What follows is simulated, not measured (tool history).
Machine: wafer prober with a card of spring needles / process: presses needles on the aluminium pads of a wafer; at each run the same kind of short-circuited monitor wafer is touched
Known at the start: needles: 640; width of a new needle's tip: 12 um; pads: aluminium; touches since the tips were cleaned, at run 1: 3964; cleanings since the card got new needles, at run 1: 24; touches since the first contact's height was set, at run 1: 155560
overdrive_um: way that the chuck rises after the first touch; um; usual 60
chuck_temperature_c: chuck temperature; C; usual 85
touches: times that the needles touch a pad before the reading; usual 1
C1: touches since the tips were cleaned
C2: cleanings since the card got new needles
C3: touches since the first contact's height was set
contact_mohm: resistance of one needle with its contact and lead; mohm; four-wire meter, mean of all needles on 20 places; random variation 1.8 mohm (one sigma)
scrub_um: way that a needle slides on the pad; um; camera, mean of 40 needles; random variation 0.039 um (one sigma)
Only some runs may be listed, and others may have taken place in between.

run 1 hour=0 | overdrive_um=60 chuck_temperature_c=85 touches=1 | C1=3964 C2=24 C3=155560 | contact_mohm=188 scrub_um=16.67
-- hour=13.3 tips cleaned on abrasive film
run 2 hour=35.3 | overdrive_um=60 chuck_temperature_c=85 touches=1 | C1=3462 C2=25 C3=161098 | contact_mohm=184 scrub_um=16.68
-- hour=51 tips cleaned on abrasive film
run 3 hour=79.6 | overdrive_um=60 chuck_temperature_c=85 touches=1 | C1=4499 C2=26 C3=168041 | contact_mohm=184 scrub_um=16.67
-- hour=85.8 tips cleaned on abrasive film
run 4 hour=114.6 | overdrive_um=60 chuck_temperature_c=85 touches=1 | C1=4529 C2=27 C3=173529 | contact_mohm=185 scrub_um=16.59
-- hour=120.8 tips cleaned on abrasive film
-- hour=156 tips cleaned on abrasive film
run 5 hour=170.9 | overdrive_um=60 chuck_temperature_c=85 touches=1 | C1=2350 C2=29 C3=182354 | contact_mohm=185 scrub_um=16.64
-- hour=191.2 tips cleaned on abrasive film
run 6 hour=211.9 | overdrive_um=60 chuck_temperature_c=85 touches=1 | C1=3247 C2=30 C3=188778 | contact_mohm=182 scrub_um=16.66
-- hour=225.6 tips cleaned on abrasive film
-- hour=263.6 tips cleaned on abrasive film
run 7 hour=263.6 | overdrive_um=60 chuck_temperature_c=85 touches=1 | C1=0 C2=32 C3=196878 | contact_mohm=185 scrub_um=16.67

Predict the results of run 8:
-- hour=301.5 tips cleaned on abrasive film
run 8 hour=320.9 | overdrive_um=60 chuck_temperature_c=66 touches=2 | C1=3057 C2=33 C3=205871 | contact_mohm=? scrub_um=?

contact_mohm: 180 mohm
scrub_um: 16.71 um
Take away the tool's hidden state, keep the run-to-run variation as it was, and the same run would have given contact_mohm 180 mohm, scrub_um 16.67 um.
